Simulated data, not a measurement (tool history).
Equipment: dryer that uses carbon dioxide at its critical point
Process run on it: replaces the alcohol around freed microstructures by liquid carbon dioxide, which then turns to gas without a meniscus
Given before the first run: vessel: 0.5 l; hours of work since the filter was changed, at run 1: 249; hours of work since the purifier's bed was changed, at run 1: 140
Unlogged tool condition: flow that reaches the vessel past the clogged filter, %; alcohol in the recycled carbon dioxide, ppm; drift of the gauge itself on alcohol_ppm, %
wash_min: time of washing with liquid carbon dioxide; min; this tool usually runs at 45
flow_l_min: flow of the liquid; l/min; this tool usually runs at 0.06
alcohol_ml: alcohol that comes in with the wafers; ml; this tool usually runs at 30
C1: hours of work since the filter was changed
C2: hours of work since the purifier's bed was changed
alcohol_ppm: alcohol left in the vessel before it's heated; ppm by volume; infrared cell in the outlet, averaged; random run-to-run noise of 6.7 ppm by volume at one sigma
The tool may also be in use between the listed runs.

{"run": 1, "day": 0.0, "wash_min": 45, "flow_l_min": 0.06, "alcohol_ml": 30, "C1": 249, "C2": 140, "alcohol_ppm": 399}
{"run": 2, "day": 0.742, "wash_min": 45, "flow_l_min": 0.06, "alcohol_ml": 30, "C1": 258, "C2": 149, "alcohol_ppm": 400}
{"run": 3, "day": 1.6, "wash_min": 45, "flow_l_min": 0.06, "alcohol_ml": 30, "C1": 269, "C2": 159, "alcohol_ppm": 421}
{"run": 4, "day": 2.15, "wash_min": 45, "flow_l_min": 0.0858, "alcohol_ml": 30, "C1": 276, "C2": 166, "alcohol_ppm": 99}
{"run": 5, "day": 2.925, "wash_min": 28, "flow_l_min": 0.06, "alcohol_ml": 30, "C1": 285, "C2": 176, "alcohol_ppm": 2560}
{"run": 6, "day": 3.554, "wash_min": 62, "flow_l_min": 0.06, "alcohol_ml": 30, "C1": 293, "C2": 184, "alcohol_ppm": 116}
{"run": 7, "day": 4.054, "wash_min": 62, "flow_l_min": 0.06, "alcohol_ml": 30, "C1": 299, "C2": 190, "alcohol_ppm": 111}
{"run": 8, "day": 4.817, "wash_min": 45, "flow_l_min": 0.06, "alcohol_ml": 30, "C1": 309, "C2": 199, "alcohol_ppm": 437}
{"run": 9, "day": 5.512, "wash_min": 45, "flow_l_min": 0.06, "alcohol_ml": 30, "C1": 317, "C2": 208, "alcohol_ppm": 432}
{"run": 10, "day": 5.938, "wash_min": 31, "flow_l_min": 0.06, "alcohol_ml": 30, "C1": 323, "C2": 213, "alcohol_ppm": 1907}
{"run": 11, "day": 6.508, "wash_min": 31, "flow_l_min": 0.06, "alcohol_ml": 30, "C1": 330, "C2": 220, "alcohol_ppm": 1934}
{"run": 12, "day": 6.942, "wash_min": 31, "flow_l_min": 0.06, "alcohol_ml": 30, "C1": 335, "C2": 226, "alcohol_ppm": 1928}
{"run": 13, "day": 7.938, "wash_min": 45, "flow_l_min": 0.06, "alcohol_ml": 90, "C1": 347, "C2": 238, "alcohol_ppm": 1226}
{"run": 14, "day": 8.896, "wash_min": 45, "flow_l_min": 0.06, "alcohol_ml": 90, "C1": 359, "C2": 250, "alcohol_ppm": 1260}
{"run": 15, "day": 9.446, "wash_min": 45, "flow_l_min": 0.06, "alcohol_ml": 90, "C1": 366, "C2": 257, "alcohol_ppm": 1262}
{"run": 16, "day": 10.279, "wash_min": 45, "flow_l_min": 0.06, "alcohol_ml": 30, "C1": 376, "C2": 267, "alcohol_ppm": 489}
{"run": 17, "day": 10.754, "wash_min": 44, "flow_l_min": 0.06, "alcohol_ml": 30, "C1": 382, "C2": 273, "alcohol_ppm": 527}
{"run": 18, "day": 11.675, "wash_min": 44, "flow_l_min": 0.06, "alcohol_ml": 30, "C1": 394, "C2": 284, "alcohol_ppm": 542}
{"run": 19, "day": 12.142, "wash_min": 45, "flow_l_min": 0.06, "alcohol_ml": 30, "C1": 399, "C2": 290, "alcohol_ppm": 474}
{"run": 20, "day": 12.958, "wash_min": 45, "flow_l_min": 0.045, "alcohol_ml": 30, "C1": 410, "C2": 300, "alcohol_ppm": 1434}
{"run": 21, "day": 13.858, "wash_min": 33, "flow_l_min": 0.06, "alcohol_ml": 30, "C1": 421, "C2": 311, "alcohol_ppm": 1631}
{"run": 22, "day": 14.883, "wash_min": 45, "flow_l_min": 0.06, "alcohol_ml": 40, "C1": 433, "C2": 324, "alcohol_ppm": 659}
{"run": 23, "day": 15.667, "wash_min": 45, "flow_l_min": 0.06, "alcohol_ml": 84, "C1": 443, "C2": 334, "alcohol_ppm": 1254}
{"run": 24, "day": 16.629, "wash_min": 45, "flow_l_min": 0.06, "alcohol_ml": 84, "C1": 455, "C2": 346, "alcohol_ppm": 1310}
{"run": 25, "day": 17.504, "wash_min": 45, "flow_l_min": 0.06, "alcohol_ml": 84, "C1": 466, "C2": 357, "alcohol_ppm": 1255}
{"run": 26, "day": 18.354, "wash_min": 66, "flow_l_min": 0.0809, "alcohol_ml": 52, "C1": 476, "C2": 367, "alcohol_ppm": 117}
{"run": 27, "day": 19.154, "wash_min": 66, "flow_l_min": 0.0815, "alcohol_ml": 20, "C1": 486, "C2": 377, "alcohol_ppm": 113}
{"run": 28, "day": 20.196, "wash_min": 56, "flow_l_min": 0.0979, "alcohol_ml": 84, "C1": 499, "C2": 390, "alcohol_ppm": 126}
{"run": 29, "day": 21.012, "wash_min": 56, "flow_l_min": 0.0979, "alcohol_ml": 84, "C1": 509, "C2": 400, "alcohol_ppm": 125}
{"run": 30, "day": 21.608, "wash_min": 58, "flow_l_min": 0.06, "alcohol_ml": 58, "C1": 517, "C2": 408, "alcohol_ppm": 331}
{"run": 31, "day": 22.4, "wash_min": 36, "flow_l_min": 0.06, "alcohol_ml": 30, "C1": 527, "C2": 417, "alcohol_ppm": 1336}
{"run": 32, "day": 22.992, "wash_min": 36, "flow_l_min": 0.0483, "alcohol_ml": 22, "C1": 534, "C2": 425, "alcohol_ppm": 1973}
{"run": 33, "day": 23.492, "wash_min": 36, "flow_l_min": 0.0483, "alcohol_ml": 22, "C1": 540, "C2": 431, "alcohol_ppm": 1975}
{"day": 23.725, "done": "inlet filter changed"}
{"run": 34, "day": 24.058, "wash_min": 29, "flow_l_min": 0.0398, "alcohol_ml": 51, "C1": 4, "C2": 437, "alcohol_ppm": 10197}
{"run": 35, "day": 25.058, "wash_min": 50, "flow_l_min": 0.0951, "alcohol_ml": 30, "C1": 16, "C2": 450, "alcohol_ppm": 135}
{"run": 36, "day": 25.629, "wash_min": 50, "flow_l_min": 0.0951, "alcohol_ml": 30, "C1": 24, "C2": 457, "alcohol_ppm": 144}
{"run": 37, "day": 26.296, "wash_min": 67, "flow_l_min": 0.0582, "alcohol_ml": 27, "C1": 32, "C2": 465, "alcohol_ppm": 157}
{"run": 38, "day": 26.883, "wash_min": 58, "flow_l_min": 0.0809, "alcohol_ml": 40, "C1": 39, "C2": 472, "alcohol_ppm": 151}
{"run": 39, "day": 27.329, "wash_min": 58, "flow_l_min": 0.0809, "alcohol_ml": 40, "C1": 45, "C2": 478, "alcohol_ppm": 144}
{"run": 40, "day": 28.075, "wash_min": 58, "flow_l_min": 0.0758, "alcohol_ml": 40, "C1": 54, "C2": 487, "alcohol_ppm": 152}
{"run": 41, "day": 28.654, "wash_min": 58, "flow_l_min": 0.0758, "alcohol_ml": 40, "C1": 61, "C2": 494, "alcohol_ppm": 175}
{"run": 42, "day": 29.567, "wash_min": 39, "flow_l_min": 0.0377, "alcohol_ml": 52, "C1": 72, "C2": 506, "alcohol_ppm": 5684}
{"run": 43, "day": 30.133, "wash_min": 45, "flow_l_min": 0.0895, "alcohol_ml": 80, "C1": 79, "C2": 513, "alcohol_ppm": 220}
{"run": 44, "day": 30.842, "wash_min": 45, "flow_l_min": 0.0895, "alcohol_ml": 80, "C1": 88, "C2": 521, "alcohol_ppm": 221}
{"run": 45, "day": 31.792, "wash_min": 45, "flow_l_min": 0.0895, "alcohol_ml": 80, "C1": 100, "C2": 533, "alcohol_ppm": 222}
{"run": 46, "day": 32.5, "wash_min": 45, "flow_l_min": 0.0895, "alcohol_ml": 80, "C1": 109, "C2": 542, "alcohol_ppm": 233}
{"run": 47, "day": 33.504, "wash_min": 45, "flow_l_min": 0.0895, "alcohol_ml": 80, "C1": 121, "C2": 554, "alcohol_ppm": 237}

Forecast each of these 4 alternatives for the next run:
{"run": "A", "day": 34.483, "wash_min": 64, "flow_l_min": 0.0392, "alcohol_ml": 87, "C1": 133, "C2": 567, "alcohol_ppm": "?"}
{"run": "B", "day": 34.483, "wash_min": 45, "flow_l_min": 0.0519, "alcohol_ml": 80, "C1": 133, "C2": 567, "alcohol_ppm": "?"}
{"run": "C", "day": 34.483, "wash_min": 45, "flow_l_min": 0.0372, "alcohol_ml": 71, "C1": 133, "C2": 567, "alcohol_ppm": "?"}
{"run": "D", "day": 34.483, "wash_min": 31, "flow_l_min": 0.0596, "alcohol_ml": 57, "C1": 133, "C2": 567, "alcohol_ppm": "?"}

run=A alcohol_ppm=1448
run=B alcohol_ppm=1839
run=C alcohol_ppm=5291
run=D alcohol_ppm=3327
The same runs, with their run-to-run variation unchanged, on a tool lacking any hidden condition would have given:
run=A alcohol_ppm=1151
run=B alcohol_ppm=1519
run=C alcohol_ppm=4768
run=D alcohol_ppm=2923
